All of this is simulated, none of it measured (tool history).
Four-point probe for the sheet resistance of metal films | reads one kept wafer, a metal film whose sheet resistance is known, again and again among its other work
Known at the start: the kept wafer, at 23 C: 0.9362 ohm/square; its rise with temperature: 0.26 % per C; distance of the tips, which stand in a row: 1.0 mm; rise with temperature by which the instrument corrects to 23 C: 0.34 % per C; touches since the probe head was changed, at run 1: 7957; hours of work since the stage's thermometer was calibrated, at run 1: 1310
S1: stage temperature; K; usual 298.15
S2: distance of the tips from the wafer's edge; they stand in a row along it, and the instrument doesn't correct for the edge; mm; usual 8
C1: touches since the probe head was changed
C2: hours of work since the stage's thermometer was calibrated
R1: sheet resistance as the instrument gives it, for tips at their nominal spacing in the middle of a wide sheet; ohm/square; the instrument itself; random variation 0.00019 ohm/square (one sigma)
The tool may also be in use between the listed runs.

run     day      S1  S2     C1    C2        R1
  1   0.000  298.15   8   7957  1310  0.942030
  2   0.529  298.15   8   8085  1316  0.942017
  3   1.350  298.15   8   8284  1326  0.942250
  4   2.071  298.15   8   8459  1334  0.942606
  5   2.458  298.15   8   8552  1339  0.941949
  6   3.104  298.15  14   8709  1346  0.937064
  7   3.679  298.15  14   8848  1353  0.937012
  8   4.542  298.15   8   9057  1363  0.942028
  9   5.412  298.15   8   9268  1373  0.942087
 10   5.792  298.15   8   9360  1377  0.942100
 11   6.358  298.15  27   9497  1384  0.934929
 12   6.933  298.15   8   9637  1390  0.942080
 13   7.500  298.15   8   9774  1397  0.942242
 14   8.042  298.15   8   9904  1403  0.942095
 15   8.600  298.15  32  10041  1410  0.934757
 16   8.983  298.15  32  10133  1414  0.934977
 17   9.358  298.15   8  10224  1418  0.941961
 18   9.783  298.15   8  10327  1423  0.942242
 19  10.629  298.15   8  10532  1433  0.942162
 20  11.296  298.15   8  10693  1441  0.942600
 21  11.704  298.15   9  10792  1445  0.940653
 22  12.162  298.15   9  10903  1451  0.940432
 23  12.612  301.15   9  11012  1456  0.938494
 24  12.996  301.15   9  11105  1460  0.938110
 25  13.821  308.15   4  11304  1470  0.957775
 26  14.492  308.15   4  11467  1477  0.957968
 27  15.046  308.15   4  11602  1484  0.958165
 28  15.704  308.15   4  11761  1491  0.957707
 29  16.079  306.15   8  11852  1496  0.936966
 30  16.662  302.15   8  11993  1502  0.939728
 31  17.383  302.15   8  12167  1511  0.939483
 32  18.208  307.15  33  12367  1520  0.928271
 33  18.658  298.15   5  12477  1525  0.954603
 34  19.033  298.15   5  12567  1530  0.953935
 35  19.417  298.15  16  12660  1534  0.936319
 36  20.083  298.15  16  12822  1542  0.936056
 37  20.733  302.15  16  12979  1549  0.933734
 38  21.279  305.15  13  13111  1556  0.932342
 39  21.804  305.15  13  13238  1562  0.932452
 40  22.300  306.15  28  13358  1567  0.929424

The next listed run, before its measurement:
 41  23.167  295.15   9  13569  1577   ?

{"run 41": {"R1": 0.942804}}
Without the tool's hidden state the same run would have given R1 0.943227 ohm/square.

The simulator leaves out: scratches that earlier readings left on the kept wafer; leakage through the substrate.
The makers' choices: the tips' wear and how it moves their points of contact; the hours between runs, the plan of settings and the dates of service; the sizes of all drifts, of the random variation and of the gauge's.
